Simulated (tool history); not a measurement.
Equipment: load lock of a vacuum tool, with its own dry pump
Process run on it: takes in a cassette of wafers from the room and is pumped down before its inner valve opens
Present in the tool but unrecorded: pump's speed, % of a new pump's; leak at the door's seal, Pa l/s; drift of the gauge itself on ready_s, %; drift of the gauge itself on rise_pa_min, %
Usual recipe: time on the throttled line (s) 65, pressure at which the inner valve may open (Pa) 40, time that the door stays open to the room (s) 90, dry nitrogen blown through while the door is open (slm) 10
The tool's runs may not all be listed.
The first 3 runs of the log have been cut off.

run	hour	time on the throttled line (s)	pressure at which the inner valve may open (Pa)	time that the door stays open to the room (s)	dry nitrogen blown through while the door is open (slm)	hours that the pump has run since its overhaul	times that the door has closed on its seal	incoming humidity of the room's air, %	time from the closed door until the inner valve may open (s)	rise of the pressure with all valves shut (Pa/min)
4	261.3	64	40	90	10	5044	12417	43.8	81.3	0.031
5	360.2	64	40	90	10	5142	12607	44.8	80.2	0.033
6	449.4	64	40	90	10	5232	12778	43.7	81.8	0.030
7	512.0	126	40	90	10	5294	12898	46.5	136.0	0.042
8	582.6	126	40	90	10	5365	13033	44.4	136.4	0.032
9	688.9	126	40	90	10	5471	13237	42.1	135.1	0.034
10	817.8	65	35	90	10	5600	13484	45.1	81.8	0.034
11	911.2	65	35	90	10	5693	13663	46.6	81.8	0.035
12	1013.8	65	40	90	10	5796	13859	44.2	81.9	0.032
13	1079.6	65	40	90	10	5862	13985	44.8	80.8	0.032
14	1211.4	65	40	90	10	5994	14238	47.7	81.2	0.036
15	1279.3	86	40	90	10	6062	14368	45.2	99.5	0.031
16	1335.5	86	40	90	10	6118	14476	46.5	100.2	0.032
17	1409.5	65	40	90	10	6192	14618	44.8	81.8	0.033
18	1498.5	65	40	90	10	6281	14788	45.9	81.2	0.036
19	1578.1	65	40	90	10	6360	14941	42.1	81.7	0.031
20	1673.5	65	41	179	16	6456	15123	43.4	81.7	0.040
21	1773.8	65	78	46	16	6556	15315	45.9	79.2	0.020
22	1859.0	65	78	46	16	6641	15479	46.5	79.6	0.024
23	1927.6	65	78	46	16	6710	15610	43.0	79.8	0.020
24	1993.4	65	78	46	16	6776	15736	46.5	79.4	0.020
25	2098.1	65	78	46	16	6880	15937	47.3	78.6	0.020

Expected results for the next run?
26	2179.6	58	39	90	10	6962	16093	44.2	?	?

Logged for run 26: time from the closed door until the inner valve may open (s) 75.4, rise of the pressure with all valves shut (Pa/min) 0.033.
Without the tool's hidden state the same run would have given time from the closed door until the inner valve may open (s) 75.4, rise of the pressure with all valves shut (Pa/min) 0.032.
